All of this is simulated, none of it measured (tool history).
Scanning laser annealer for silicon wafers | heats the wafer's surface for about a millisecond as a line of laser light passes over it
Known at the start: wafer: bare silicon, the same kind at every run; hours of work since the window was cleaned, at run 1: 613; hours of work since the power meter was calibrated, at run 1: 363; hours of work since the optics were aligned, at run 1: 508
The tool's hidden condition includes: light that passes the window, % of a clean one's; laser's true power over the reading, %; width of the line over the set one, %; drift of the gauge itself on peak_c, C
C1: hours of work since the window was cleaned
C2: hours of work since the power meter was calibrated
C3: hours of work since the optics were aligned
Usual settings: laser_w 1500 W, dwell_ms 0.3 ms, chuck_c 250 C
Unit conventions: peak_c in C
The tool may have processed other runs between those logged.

run 1 hour=0 | laser_w=1500 dwell_ms=0.3 chuck_c=250 | C1=613 C2=363 C3=508 | peak_c=926
run 2 hour=18.7 | laser_w=1500 dwell_ms=0.3 chuck_c=250 | C1=624 C2=374 C3=519 | peak_c=929
run 3 hour=29.5 | laser_w=1500 dwell_ms=0.3 chuck_c=250 | C1=631 C2=381 C3=526 | peak_c=926
run 4 hour=40.6 | laser_w=1500 dwell_ms=0.3 chuck_c=250 | C1=638 C2=388 C3=533 | peak_c=926
run 5 hour=51.6 | laser_w=1500 dwell_ms=0.223 chuck_c=250 | C1=645 C2=394 C3=540 | peak_c=838
run 6 hour=69.5 | laser_w=1500 dwell_ms=0.223 chuck_c=250 | C1=656 C2=405 C3=551 | peak_c=834
run 7 hour=81.2 | laser_w=1473 dwell_ms=0.3 chuck_c=250 | C1=663 C2=413 C3=558 | peak_c=908
run 8 hour=92.8 | laser_w=1473 dwell_ms=0.3 chuck_c=250 | C1=670 C2=420 C3=565 | peak_c=907
run 9 hour=102.8 | laser_w=1500 dwell_ms=0.3 chuck_c=250 | C1=676 C2=426 C3=571 | peak_c=925
run 10 hour=117 | laser_w=1595 dwell_ms=0.3 chuck_c=250 | C1=685 C2=435 C3=580 | peak_c=967
run 11 hour=131.3 | laser_w=1594 dwell_ms=0.3 chuck_c=250 | C1=694 C2=444 C3=589 | peak_c=969
run 12 hour=143.2 | laser_w=1500 dwell_ms=0.3 chuck_c=250 | C1=701 C2=451 C3=596 | peak_c=921
run 13 hour=157.5 | laser_w=1500 dwell_ms=0.3 chuck_c=250 | C1=710 C2=460 C3=605 | peak_c=919
run 14 hour=176.4 | laser_w=1500 dwell_ms=0.3 chuck_c=217 | C1=722 C2=471 C3=617 | peak_c=887
-- hour=181.5 window over the wafer cleaned
run 15 hour=198 | laser_w=1403 dwell_ms=0.3 chuck_c=217 | C1=10 C2=483 C3=629 | peak_c=879
run 16 hour=214.8 | laser_w=1403 dwell_ms=0.235 chuck_c=217 | C1=21 C2=494 C3=639 | peak_c=812
run 17 hour=230 | laser_w=1500 dwell_ms=0.3 chuck_c=250 | C1=30 C2=503 C3=648 | peak_c=964
run 18 hour=246.8 | laser_w=1500 dwell_ms=0.357 chuck_c=250 | C1=40 C2=514 C3=659 | peak_c=1024
run 19 hour=255.5 | laser_w=1500 dwell_ms=0.357 chuck_c=250 | C1=46 C2=519 C3=664 | peak_c=1020
run 20 hour=277.2 | laser_w=1500 dwell_ms=0.357 chuck_c=250 | C1=59 C2=532 C3=677 | peak_c=1017
run 21 hour=292 | laser_w=1344 dwell_ms=0.3 chuck_c=250 | C1=68 C2=541 C3=687 | peak_c=877
run 22 hour=305.9 | laser_w=1602 dwell_ms=0.362 chuck_c=272 | C1=77 C2=550 C3=695 | peak_c=1108
run 23 hour=319.3 | laser_w=1602 dwell_ms=0.362 chuck_c=272 | C1=85 C2=558 C3=703 | peak_c=1108
run 24 hour=332.2 | laser_w=1602 dwell_ms=0.362 chuck_c=272 | C1=93 C2=566 C3=711 | peak_c=1107
run 25 hour=345.3 | laser_w=1602 dwell_ms=0.362 chuck_c=272 | C1=101 C2=574 C3=719 | peak_c=1105
run 26 hour=358.9 | laser_w=1645 dwell_ms=0.302 chuck_c=274 | C1=109 C2=583 C3=728 | peak_c=1059
run 27 hour=380 | laser_w=1508 dwell_ms=0.235 chuck_c=263 | C1=122 C2=596 C3=741 | peak_c=901
-- hour=387 optics aligned, line set to its width
run 28 hour=397.6 | laser_w=1385 dwell_ms=0.364 chuck_c=253 | C1=130 C2=603 C3=7 | peak_c=974
run 29 hour=409.1 | laser_w=1500 dwell_ms=0.3 chuck_c=271 | C1=137 C2=611 C3=14 | peak_c=991
run 30 hour=430 | laser_w=1500 dwell_ms=0.3 chuck_c=271 | C1=150 C2=623 C3=27 | peak_c=989
run 31 hour=443.7 | laser_w=1500 dwell_ms=0.3 chuck_c=271 | C1=159 C2=632 C3=35 | peak_c=991
run 32 hour=454.7 | laser_w=1500 dwell_ms=0.3 chuck_c=271 | C1=165 C2=639 C3=42 | peak_c=990
run 33 hour=471.1 | laser_w=1495 dwell_ms=0.345 chuck_c=252 | C1=175 C2=649 C3=52 | peak_c=1015
run 34 hour=483.4 | laser_w=1495 dwell_ms=0.345 chuck_c=252 | C1=183 C2=656 C3=59 | peak_c=1014
run 35 hour=498.1 | laser_w=1495 dwell_ms=0.345 chuck_c=252 | C1=192 C2=665 C3=68 | peak_c=1015
run 36 hour=507.1 | laser_w=1500 dwell_ms=0.3 chuck_c=279 | C1=198 C2=671 C3=74 | peak_c=993
run 37 hour=519.9 | laser_w=1500 dwell_ms=0.344 chuck_c=279 | C1=206 C2=679 C3=82 | peak_c=1041
run 38 hour=536.5 | laser_w=1500 dwell_ms=0.344 chuck_c=279 | C1=216 C2=689 C3=92 | peak_c=1040
run 39 hour=555.7 | laser_w=1433 dwell_ms=0.3 chuck_c=220 | C1=228 C2=701 C3=104 | peak_c=896
run 40 hour=567.5 | laser_w=1433 dwell_ms=0.3 chuck_c=220 | C1=235 C2=708 C3=111 | peak_c=897

Predict each of these 4 candidate next runs independently; none follows another, all start after run 40:
run A hour=584.2 | laser_w=1425 dwell_ms=0.276 chuck_c=222 | C1=245 C2=718 C3=122 | peak_c=?
run B hour=584.2 | laser_w=1377 dwell_ms=0.335 chuck_c=283 | C1=245 C2=718 C3=122 | peak_c=?
run C hour=584.2 | laser_w=1500 dwell_ms=0.224 chuck_c=289 | C1=245 C2=718 C3=122 | peak_c=?
run D hour=584.2 | laser_w=1398 dwell_ms=0.3 chuck_c=250 | C1=245 C2=718 C3=122 | peak_c=?

run=A peak_c=872
run=B peak_c=963
run=C peak_c=916
run=D peak_c=909
The same runs, with their run-to-run variation unchanged, on a tool lacking any hidden condition would have given:
run=A peak_c=887
run=B peak_c=978
run=C peak_c=929
run=D peak_c=924
